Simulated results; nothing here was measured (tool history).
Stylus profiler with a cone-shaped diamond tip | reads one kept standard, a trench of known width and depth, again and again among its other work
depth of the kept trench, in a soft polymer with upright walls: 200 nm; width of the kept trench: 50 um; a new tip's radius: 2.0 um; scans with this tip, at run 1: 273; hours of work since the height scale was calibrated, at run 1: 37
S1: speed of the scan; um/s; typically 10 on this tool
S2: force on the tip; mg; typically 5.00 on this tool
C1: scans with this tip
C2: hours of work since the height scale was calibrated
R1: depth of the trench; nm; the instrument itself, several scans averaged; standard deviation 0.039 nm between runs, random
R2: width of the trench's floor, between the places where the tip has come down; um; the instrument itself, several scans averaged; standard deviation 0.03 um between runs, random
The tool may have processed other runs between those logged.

Run 1, hour 0.0: usual settings; C1 273; C2 37. Result: R1 204.24 nm, R2 48.22 um.
Run 2, hour 62.4: usual settings but S2 4.19 mg; C1 551; C2 75. Result: R1 203.80 nm, R2 48.12 um.
Run 3, hour 122.7: usual settings but S2 6.88 mg; C1 820; C2 112. Result: R1 205.29 nm, R2 48.05 um.
Run 4, hour 174.6: usual settings but S2 6.88 mg; C1 1052; C2 143. Result: R1 205.35 nm, R2 48.11 um.
Run 5, hour 229.8: usual settings but S2 5.51 mg; C1 1298; C2 176. Result: R1 204.66 nm, R2 48.02 um.
At hour 237.3: height scale calibrated on a step standard.
Run 6, hour 270.7: usual settings but S2 5.51 mg; C1 1478; C2 20. Result: R1 204.62 nm, R2 48.08 um.
Run 7, hour 317.2: usual settings but S2 5.51 mg; C1 1686; C2 48. Result: R1 204.62 nm, R2 48.02 um.
Run 8, hour 363.6: usual settings but S1 16 um/s, S2 4.90 mg; C1 1892; C2 77. Result: R1 204.42 nm, R2 48.05 um.
At hour 437.1: height scale calibrated on a step standard, once more.
Run 9, hour 457.0: usual settings but S1 16 um/s, S2 4.90 mg; C1 2307; C2 12. Result: R1 204.15 nm, R2 47.96 um.
Run 10, hour 516.2: usual settings but S1 22 um/s, S2 2.88 mg; C1 2571; C2 48. Result: R1 202.89 nm, R2 47.88 um.
Run 11, hour 580.6: usual settings but S1 15 um/s, S2 1.71 mg; C1 2858; C2 87. Result: R1 202.13 nm, R2 47.86 um.
Run 12, hour 671.3: usual settings but S1 3 um/s, S2 3.80 mg; C1 3263; C2 142. Result: R1 203.64 nm, R2 47.90 um.
Run 13, hour 726.7: usual settings but S1 36 um/s, S2 5.68 mg; C1 3510; C2 176. Result: R1 204.76 nm, R2 47.82 um.

3 ways to go on from here, each from the tool as it stands after run 13. What would each give?
Run A, hour 823.8: usual settings but S2 3.88 mg; C1 3943; C2 235. Result: R1 ?, R2 ?.
Run B, hour 823.8: usual settings but S1 9 um/s, S2 9.78 mg; C1 3943; C2 235. Result: R1 ?, R2 ?.
Run C, hour 823.8: usual settings but S1 6 um/s, S2 14.36 mg; C1 3943; C2 235. Result: R1 ?, R2 ?.

run      R1     R2
  A  203.73  47.82
  B  206.85  47.85
  C  208.74  47.81
With no hidden state in the tool, these same runs would have given:
run      R1     R2
  A  203.62  48.21
  B  206.74  48.24
  C  208.63  48.21
